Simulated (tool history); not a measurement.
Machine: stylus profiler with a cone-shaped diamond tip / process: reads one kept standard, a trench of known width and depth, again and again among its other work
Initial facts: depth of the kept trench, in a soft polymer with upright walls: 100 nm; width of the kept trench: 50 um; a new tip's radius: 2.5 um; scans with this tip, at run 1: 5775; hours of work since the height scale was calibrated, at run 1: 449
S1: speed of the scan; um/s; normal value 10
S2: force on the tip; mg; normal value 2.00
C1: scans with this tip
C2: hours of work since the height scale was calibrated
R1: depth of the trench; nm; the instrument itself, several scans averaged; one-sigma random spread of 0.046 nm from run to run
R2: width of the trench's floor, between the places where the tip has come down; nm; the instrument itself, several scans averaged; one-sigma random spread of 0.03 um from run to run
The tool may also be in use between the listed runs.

| run | hour | S1 | S2 | C1 | C2 | R1 | R2 |
|---|---|---|---|---|---|---|---|
| 1 | 0.0 | 10 | 2.00 | 5775 | 449 | 101.36 | 48150 |
| 2 | 9.1 | 17 | 2.00 | 5852 | 455 | 101.39 | 48130 |
| 3 | 28.8 | 8 | 2.00 | 6018 | 468 | 101.36 | 48160 |
| 4 | 44.1 | 8 | 2.00 | 6148 | 478 | 101.34 | 48160 |
| 5 | 53.4 | 8 | 2.00 | 6227 | 484 | 101.34 | 48120 |
| 6 | 70.8 | 8 | 2.00 | 6374 | 496 | 101.38 | 48170 |
| 7 | 85.0 | 10 | 0.71 | 6494 | 505 | 100.80 | 48040 |
| 8 | 93.2 | 10 | 0.71 | 6564 | 510 | 100.84 | 48070 |
| 9 | 111.4 | 17 | 2.00 | 6718 | 522 | 101.40 | 48040 |
| 10 | 127.5 | 9 | 2.00 | 6854 | 533 | 101.36 | 48130 |
| 11 | 136.8 | 10 | 2.00 | 6933 | 539 | 101.36 | 48110 |
| 12 | 146.2 | 10 | 2.00 | 7013 | 545 | 101.33 | 48080 |
| 13 | 162.7 | 33 | 2.00 | 7152 | 556 | 101.31 | 47910 |
| 14 | 170.9 | 33 | 2.00 | 7222 | 561 | 101.51 | 47890 |
| 15 | 184.2 | 33 | 2.00 | 7335 | 570 | 101.49 | 47880 |
| 16 | 196.1 | 33 | 2.00 | 7436 | 578 | 101.44 | 47950 |
| 17 | 215.9 | 10 | 2.00 | 7603 | 591 | 101.45 | 48060 |
| 18 | 229.5 | 10 | 0.86 | 7719 | 600 | 100.99 | 48020 |
| 19 | 238.9 | 2 | 0.86 | 7798 | 606 | 100.99 | 48090 |
| 20 | 250.9 | 2 | 0.93 | 7900 | 614 | 101.04 | 48080 |
| 21 | 267.7 | 5 | 2.00 | 8042 | 625 | 101.45 | 48040 |
| 22 | 286.8 | 5 | 2.00 | 8204 | 638 | 101.47 | 48060 |
| 23 | 300.4 | 5 | 2.00 | 8319 | 647 | 101.41 | 48070 |
| 24 | 311.4 | 5 | 2.00 | 8412 | 654 | 101.47 | 48050 |
| 25 | 320.6 | 11 | 3.35 | 8490 | 660 | 101.90 | 47960 |
| 26 | 338.5 | 11 | 3.35 | 8642 | 672 | 101.80 | 48030 |

Forecast run 27:
| 27 | 349.6 | 33 | 1.48 | 8735 | 679 | ? | ? |

R1: 101.30 nm
R2: 47760 nm
Without the tool's hidden state the same run would have given R1 100.91 nm, R2 48300 nm.
